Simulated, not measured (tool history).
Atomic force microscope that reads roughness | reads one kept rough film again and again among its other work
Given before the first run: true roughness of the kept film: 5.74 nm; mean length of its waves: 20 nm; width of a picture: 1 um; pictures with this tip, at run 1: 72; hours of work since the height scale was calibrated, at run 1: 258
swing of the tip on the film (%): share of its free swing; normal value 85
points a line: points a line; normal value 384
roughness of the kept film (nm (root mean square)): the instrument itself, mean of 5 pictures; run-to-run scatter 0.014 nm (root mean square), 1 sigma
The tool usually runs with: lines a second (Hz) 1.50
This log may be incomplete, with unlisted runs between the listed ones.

| run | hour | lines a second (Hz) | swing of the tip on the film (%) | points a line | pictures with this tip | hours of work since the height scale was calibrated | roughness of the kept film (nm (root mean square)) |
|---|---|---|---|---|---|---|---|
| 1 | 0.0 | 1.50 | 85 | 384 | 72 | 258 | 2.414 |
| 2 | 14.6 | 1.01 | 85 | 384 | 88 | 264 | 2.380 |
| 3 | 23.8 | 1.50 | 57 | 384 | 98 | 268 | 2.426 |
| 4 | 34.9 | 1.50 | 57 | 384 | 110 | 272 | 2.344 |
|  | 44.5 | new tip fitted |
| 5 | 48.3 | 1.50 | 85 | 384 | 4 | 278 | 3.171 |
| 6 | 57.9 | 0.59 | 85 | 384 | 14 | 282 | 3.275 |
| 7 | 72.9 | 0.59 | 85 | 384 | 31 | 288 | 3.047 |
| 8 | 83.9 | 1.50 | 85 | 269 | 42 | 292 | 2.719 |
| 9 | 97.7 | 1.50 | 85 | 269 | 57 | 298 | 2.574 |
| 10 | 105.8 | 1.50 | 85 | 269 | 66 | 301 | 2.528 |
| 11 | 117.6 | 1.50 | 85 | 269 | 79 | 306 | 2.409 |
| 12 | 124.1 | 1.25 | 85 | 269 | 86 | 308 | 2.407 |
| 13 | 133.7 | 1.25 | 85 | 269 | 96 | 312 | 2.339 |
| 14 | 149.1 | 1.25 | 85 | 973 | 113 | 318 | 2.297 |
|  | 156.5 | new tip fitted |
| 15 | 164.4 | 1.25 | 85 | 973 | 9 | 324 | 3.198 |
| 16 | 177.4 | 1.87 | 81 | 258 | 23 | 329 | 2.877 |
| 17 | 186.7 | 0.72 | 81 | 338 | 33 | 333 | 2.986 |
| 18 | 198.4 | 0.72 | 81 | 338 | 46 | 338 | 2.836 |
| 19 | 207.4 | 1.73 | 81 | 481 | 55 | 342 | 2.675 |
| 20 | 219.4 | 2.31 | 85 | 384 | 68 | 346 | 2.381 |
| 21 | 228.4 | 0.89 | 56 | 384 | 78 | 350 | 2.660 |
| 22 | 237.3 | 2.35 | 56 | 384 | 88 | 354 | 2.546 |
| 23 | 245.6 | 3.15 | 56 | 365 | 97 | 357 | 2.462 |
| 24 | 255.3 | 3.03 | 55 | 324 | 107 | 361 | 2.390 |
| 25 | 262.0 | 3.03 | 55 | 324 | 115 | 364 | 2.342 |
|  | 267.6 | new tip fitted |
| 26 | 275.2 | 1.50 | 64 | 445 | 8 | 369 | 3.321 |
| 27 | 290.0 | 0.91 | 89 | 909 | 24 | 375 | 3.033 |

Here are 5 independent what-if runs from the current tool condition. What would each one return?
| A | 305.4 | 0.91 | 82 | 909 | 41 | 381 | ? |
| B | 305.4 | 0.91 | 89 | 278 | 41 | 381 | ? |
| C | 305.4 | 3.77 | 63 | 720 | 41 | 381 | ? |
| D | 305.4 | 1.06 | 85 | 384 | 41 | 381 | ? |
| E | 305.4 | 1.89 | 85 | 754 | 41 | 381 | ? |

| run | roughness of the kept film (nm (root mean square)) |
|---|---|
| A | 2.931 |
| B | 2.779 |
| C | 2.839 |
| D | 2.824 |
| E | 2.701 |
Stripped of hidden state, with their random variation kept, the same runs would have yielded:
| run | roughness of the kept film (nm (root mean square)) |
|---|---|
| A | 3.485 |
| B | 3.303 |
| C | 3.377 |
| D | 3.358 |
| E | 3.210 |
